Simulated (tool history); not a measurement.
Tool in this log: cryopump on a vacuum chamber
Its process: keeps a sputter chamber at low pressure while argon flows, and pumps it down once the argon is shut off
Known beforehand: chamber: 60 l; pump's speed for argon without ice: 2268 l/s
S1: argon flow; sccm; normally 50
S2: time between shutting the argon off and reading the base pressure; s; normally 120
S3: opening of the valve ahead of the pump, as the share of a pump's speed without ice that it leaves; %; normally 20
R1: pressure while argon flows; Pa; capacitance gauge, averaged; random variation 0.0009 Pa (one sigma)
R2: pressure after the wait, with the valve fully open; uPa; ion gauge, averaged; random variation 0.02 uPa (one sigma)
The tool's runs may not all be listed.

Run 1, hour 0.0: usual settings. Result: R1 0.1932 Pa, R2 1.59 uPa.
Run 2, hour 86.2: usual settings but S1 32 sccm. Result: R1 0.1266 Pa, R2 1.59 uPa.
Run 3, hour 136.5: usual settings. Result: R1 0.1974 Pa, R2 1.63 uPa.
Run 4, hour 182.3: usual settings. Result: R1 0.1985 Pa, R2 1.81 uPa.
Run 5, hour 253.9: usual settings but S3 44 %. Result: R1 0.0989 Pa, R2 1.79 uPa.
Run 6, hour 297.8: usual settings but S1 78 sccm. Result: R1 0.3137 Pa, R2 1.91 uPa.
Run 7, hour 399.0: usual settings. Result: R1 0.2068 Pa, R2 1.98 uPa.
At hour 447.1: leaking fittings of the chamber tightened, without venting.
Run 8, hour 450.8: usual settings. Result: R1 0.2058 Pa, R2 0.36 uPa.
At hour 496.3: pump warmed up, emptied and cooled again.
Run 9, hour 564.3: usual settings. Result: R1 0.1870 Pa, R2 0.32 uPa.
Run 10, hour 643.2: usual settings but S3 46 %. Result: R1 0.0830 Pa, R2 0.35 uPa.
Run 11, hour 724.5: usual settings. Result: R1 0.1897 Pa, R2 0.36 uPa.
Run 12, hour 774.4: usual settings. Result: R1 0.1913 Pa, R2 0.40 uPa.
Run 13, hour 879.2: usual settings but S1 64 sccm. Result: R1 0.2463 Pa, R2 0.41 uPa.
Run 14, hour 947.6: usual settings but S1 64 sccm. Result: R1 0.2475 Pa, R2 0.44 uPa.
Run 15, hour 1023.3: usual settings but S1 23 sccm. Result: R1 0.0896 Pa, R2 0.47 uPa.
Run 16, hour 1078.3: usual settings but S2 56 s. Result: R1 0.1954 Pa, R2 0.66 uPa.
Run 17, hour 1152.2: usual settings but S2 79 s. Result: R1 0.1982 Pa, R2 0.63 uPa.
Run 18, hour 1199.2: usual settings. Result: R1 0.1974 Pa, R2 0.57 uPa.
Run 19, hour 1267.3: usual settings. Result: R1 0.2011 Pa, R2 0.55 uPa.
Run 20, hour 1374.0: usual settings. Result: R1 0.2030 Pa, R2 0.63 uPa.
Run 21, hour 1469.0: usual settings but S1 59 sccm, S2 35 s, S3 32 %. Result: R1 0.1632 Pa, R2 1.04 uPa.
At hour 1509.0: pump warmed up, emptied and cooled again.
Run 22, hour 1529.3: usual settings but S1 59 sccm, S2 101 s, S3 42 %. Result: R1 0.1055 Pa, R2 0.56 uPa.
Run 23, hour 1620.7: usual settings but S1 40 sccm, S2 101 s, S3 47 %. Result: R1 0.0650 Pa, R2 0.56 uPa.
Run 24, hour 1665.6: usual settings but S1 27 sccm, S2 112 s, S3 47 %. Result: R1 0.0439 Pa, R2 0.64 uPa.
Run 25, hour 1767.7: usual settings but S1 27 sccm, S2 112 s, S3 47 %. Result: R1 0.0458 Pa, R2 0.68 uPa.
Run 26, hour 1853.0: usual settings but S1 67 sccm, S2 112 s, S3 47 %. Result: R1 0.1137 Pa, R2 0.70 uPa.
Run 27, hour 1930.6: usual settings but S1 67 sccm, S2 112 s, S3 47 %. Result: R1 0.1153 Pa, R2 0.71 uPa.
Run 28, hour 1975.3: usual settings but S2 36 s, S3 42 %. Result: R1 0.0957 Pa, R2 0.99 uPa.
Run 29, hour 2037.3: usual settings but S2 36 s, S3 42 %. Result: R1 0.0977 Pa, R2 1.07 uPa.
Run 30, hour 2120.0: usual settings but S1 54 sccm, S2 36 s, S3 56 %. Result: R1 0.0829 Pa, R2 1.15 uPa.
Run 31, hour 2167.1: usual settings but S1 54 sccm, S2 36 s, S3 56 %. Result: R1 0.0847 Pa, R2 1.18 uPa.
Run 32, hour 2215.9: usual settings but S1 54 sccm, S2 47 s, S3 38 %. Result: R1 0.1188 Pa, R2 1.06 uPa.
Run 33, hour 2283.4: usual settings but S1 59 sccm, S2 82 s. Result: R1 0.2371 Pa, R2 1.00 uPa.
Run 34, hour 2380.1: usual settings but S1 59 sccm, S2 82 s. Result: R1 0.2410 Pa, R2 1.07 uPa.
Run 35, hour 2423.7: usual settings but S1 52 sccm. Result: R1 0.2139 Pa, R2 1.05 uPa.

For each run, the measured value with the value that run would have given without the tool's hidden condition subtracted. The run-to-run variation is shared by both, the gauge scatter possibly not:
Unlogged tool condition in this case: pump's speed, % of a pump's without ice; cold plate's temperature, K; leak into the chamber, uPa l/s; drift of the gauge itself on working_pa, %; drift of the gauge itself on base_upa, %.
run       R1     R2
  1  +0.0086  +1.30
  2  +0.0068  +1.35
  3  +0.0118  +1.42
  4  +0.0128  +1.51
  5  +0.0146  +1.52
  6  +0.0245  +1.61
  7  +0.0186  +1.75
  8  +0.0202  +0.08
  9  +0.0016  +0.03
 10  +0.0027  +0.06
 11  +0.0039  +0.09
 12  +0.0047  +0.11
 13  +0.0083  +0.14
 14  +0.0099  +0.17
 15  +0.0042  +0.21
 16  +0.0102  +0.23
 17  +0.0120  +0.27
 18  +0.0129  +0.30
 19  +0.0147  +0.33
 20  +0.0176  +0.39
 21  +0.0245  +0.45
 22  +0.0011  +0.27
 23  +0.0017  +0.31
 24  +0.0015  +0.33
 25  +0.0024  +0.38
 26  +0.0080  +0.41
 27  +0.0098  +0.46
 28  +0.0080  +0.46
 29  +0.0092  +0.51
 30  +0.0115  +0.55
 31  +0.0126  +0.59
 32  +0.0136  +0.61
 33  +0.0170  +0.66
 34  +0.0200  +0.73
 35  +0.0189  +0.77
